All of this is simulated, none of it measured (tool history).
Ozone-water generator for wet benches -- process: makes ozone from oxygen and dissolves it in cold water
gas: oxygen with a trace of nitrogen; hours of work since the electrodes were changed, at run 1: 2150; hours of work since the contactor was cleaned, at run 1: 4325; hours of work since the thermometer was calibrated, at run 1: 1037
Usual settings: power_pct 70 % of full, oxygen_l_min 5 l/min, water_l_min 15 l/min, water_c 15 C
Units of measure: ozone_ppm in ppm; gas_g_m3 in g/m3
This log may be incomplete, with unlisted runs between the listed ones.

run	hour	power_pct	oxygen_l_min	water_l_min	water_c	hours of work since the electrodes were changed	hours of work since the contactor was cleaned	hours of work since the thermometer was calibrated	ozone_ppm	gas_g_m3
1	0	70	5	15	15	2150	4325	1037	32.9	227.4
2	36.6	70	5	15	15	2182	4358	1070	33.2	226.4
3	99.8	70	5	15	15	2238	4414	1125	33	228.1
# hour 115.4: contactor cleaned
4	167.2	70	5	15	15	2295	46	1182	32.9	227.5
5	229	70	5	15	15	2349	101	1236	33.2	226
6	286.6	68	5	15	15	2400	152	1287	32.4	224.5
7	339	59	5	15	15	2447	198	1334	28.8	201.7
8	385.8	59	5	15	15	2488	240	1375	28.6	198.1
9	451.3	70	5	15	15	2546	298	1433	32.4	231
10	494.8	70	5.05	15	15	2585	336	1472	33	229
11	540.3	70	5.05	15	15	2625	376	1512	32.6	230.1
12	601.5	70	5.05	15	15	2680	431	1567	33.4	230.4
13	639.6	70	5.05	15	15	2713	464	1600	33.1	229.4
14	666.8	70	5	15	15	2737	489	1624	33.5	232
15	733.2	70	5	15	15	2796	547	1683	33.3	228.3
16	764.5	70	5	15	15	2824	575	1711	33	230.9
17	829.5	70	5	15	15	2882	633	1769	33.3	232
18	864.8	70	5.13	9	14	2913	664	1800	44.7	228.1
19	929.6	48	5	10	15	2970	721	1857	30.8	169.7
20	968.4	50	5	13	15	3005	756	1892	27.7	176.6
21	1025.5	50	5	13	15	3055	806	1942	27.7	177.1
# hour 1049.9: gauge calibrated
22	1064.7	50	5	13	15	3090	841	1977	28	173.2
23	1110.9	43	2.93	19	15	3131	882	2018	18.7	208.2
24	1141	90	5	15	9	3158	909	2045	44.1	278.9
25	1180.6	59	3.49	20	9	3193	944	2080	24.8	243.9
26	1247.6	70	3.82	15	15	3252	1003	2139	33	265.1
27	1297.8	70	3.82	15	15	3297	1048	2184	32.8	266
28	1338.9	70	3.82	15	9	3333	1084	2220	35.9	267.9
29	1373.1	70	3.82	15	9	3363	1114	2250	36.1	266.8
30	1423.1	42	2.86	15	8	3408	1159	2295	23.7	210.6
31	1470.5	40	5	16	15	3450	1201	2337	20.5	147.6
32	1530	40	5	16	15	3502	1253	2389	20.1	146.4

Below are 5 alternative next runs, each starting from the tool's condition after run 32. Predict each:
A	1594.3	80	5	24	15	3559	1310	2446	?	?
B	1594.3	70	5	12	15	3559	1310	2446	?	?
C	1594.3	46	6.89	15	16	3559	1310	2446	?	?
D	1594.3	70	5	23	12	3559	1310	2446	?	?
E	1594.3	70	2.71	15	15	3559	1310	2446	?	?

run	ozone_ppm	gas_g_m3
A	26.4	253.4
B	37.2	230.7
C	22.5	137.5
D	25.7	230.8
E	32.8	328.3
Without the tool's hidden state the same runs would have given:
run	ozone_ppm	gas_g_m3
A	26.4	250.2
B	37.3	227.8
C	22.6	135.6
D	25.7	227.9
E	32.9	324.1

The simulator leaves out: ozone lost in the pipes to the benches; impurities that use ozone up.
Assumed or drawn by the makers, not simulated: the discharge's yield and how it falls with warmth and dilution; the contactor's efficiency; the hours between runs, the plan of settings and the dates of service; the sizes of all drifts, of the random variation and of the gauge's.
